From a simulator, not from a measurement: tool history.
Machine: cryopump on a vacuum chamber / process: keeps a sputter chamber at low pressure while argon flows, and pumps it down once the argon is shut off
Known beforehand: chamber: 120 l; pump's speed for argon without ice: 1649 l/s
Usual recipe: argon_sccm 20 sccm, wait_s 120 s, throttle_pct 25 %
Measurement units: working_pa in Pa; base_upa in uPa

| run | day | argon_sccm | wait_s | throttle_pct | working_pa | base_upa |
|---|---|---|---|---|---|---|
| 1 | 0 | 20 | 120 | 25 | 0.0826 | 2.25 |
| 2 | 0.604 | 20 | 120 | 25 | 0.0833 | 2.2 |
| 3 | 0.992 | 20 | 117 | 25 | 0.0819 | 2.19 |
| 4 | 1.4 | 20 | 117 | 25 | 0.0823 | 2.3 |
| 5 | 1.704 | 20 | 120 | 25 | 0.0831 | 2.18 |
| 6 | 2.054 | 20 | 120 | 25 | 0.0834 | 2.25 |
| 7 | 2.429 | 27 | 120 | 25 | 0.1116 | 2.12 |
| 8 | 3.133 | 27 | 120 | 25 | 0.1112 | 2.2 |
| 9 | 3.483 | 27 | 120 | 25 | 0.1109 | 2.24 |
| 10 | 4.183 | 20 | 70 | 25 | 0.083 | 2.73 |
| 11 | 4.546 | 20 | 70 | 25 | 0.0823 | 2.83 |
| 12 | 4.938 | 20 | 70 | 25 | 0.0825 | 2.74 |
| 13 | 5.242 | 20 | 57 | 25 | 0.0827 | 3.05 |
| 14 | 5.788 | 20 | 57 | 25 | 0.0832 | 3.03 |
| 15 | 6.388 | 20 | 57 | 25 | 0.0821 | 3.11 |
| 16 | 6.946 | 20 | 57 | 25 | 0.0828 | 2.98 |
| 17 | 7.658 | 20 | 120 | 25 | 0.0833 | 2.24 |
| 18 | 8.133 | 35 | 93 | 31 | 0.1178 | 2.49 |
| 19 | 8.683 | 29 | 50 | 27 | 0.112 | 3.33 |
| 20 | 9.292 | 16 | 39 | 50 | 0.0344 | 3.82 |
| 21 | 9.933 | 16 | 39 | 50 | 0.0338 | 3.86 |
| 22 | 10.258 | 16 | 39 | 50 | 0.0334 | 3.79 |
| 23 | 10.979 | 33 | 39 | 23 | 0.1494 | 3.89 |
| 24 | 11.421 | 13 | 102 | 42 | 0.0329 | 2.43 |
| 25 | 11.804 | 9 | 120 | 16 | 0.0579 | 2.33 |
| 26 | 12.338 | 9 | 120 | 16 | 0.0581 | 2.42 |
| 27 | 12.867 | 34 | 47 | 23 | 0.1533 | 3.34 |
| 28 | 13.471 | 34 | 47 | 23 | 0.1546 | 3.54 |
| 29 | 14.046 | 19 | 123 | 28 | 0.0705 | 2.24 |
| 30 | 14.762 | 21 | 125 | 17 | 0.1282 | 2.38 |
| 31 | 15.425 | 21 | 125 | 17 | 0.1278 | 2.33 |
| 32 | 16.108 | 40 | 46 | 37 | 0.1143 | 3.59 |
| 33 | 16.808 | 25 | 33 | 47 | 0.057 | 4.33 |
| 34 | 17.488 | 37 | 100 | 18 | 0.2129 | 2.54 |

Consider 4 possible next runs. They are alternatives, not a sequence: every one starts from the tool as it was left by run 34. What does each give?
| A | 18.2 | 32 | 99 | 21 | ? | ? |
| B | 18.2 | 37 | 215 | 50 | ? | ? |
| C | 18.2 | 9 | 100 | 16 | ? | ? |
| D | 18.2 | 18 | 149 | 27 | ? | ? |

| run | working_pa | base_upa |
|---|---|---|
| A | 0.1594 | 2.59 |
| B | 0.0789 | 2.03 |
| C | 0.0598 | 2.49 |
| D | 0.0695 | 2.23 |
Without the tool's unlogged condition, the same runs would have read:
| run | working_pa | base_upa |
|---|---|---|
| A | 0.1565 | 1.11 |
| B | 0.0755 | 0.57 |
| C | 0.059 | 1.06 |
| D | 0.0679 | 0.77 |

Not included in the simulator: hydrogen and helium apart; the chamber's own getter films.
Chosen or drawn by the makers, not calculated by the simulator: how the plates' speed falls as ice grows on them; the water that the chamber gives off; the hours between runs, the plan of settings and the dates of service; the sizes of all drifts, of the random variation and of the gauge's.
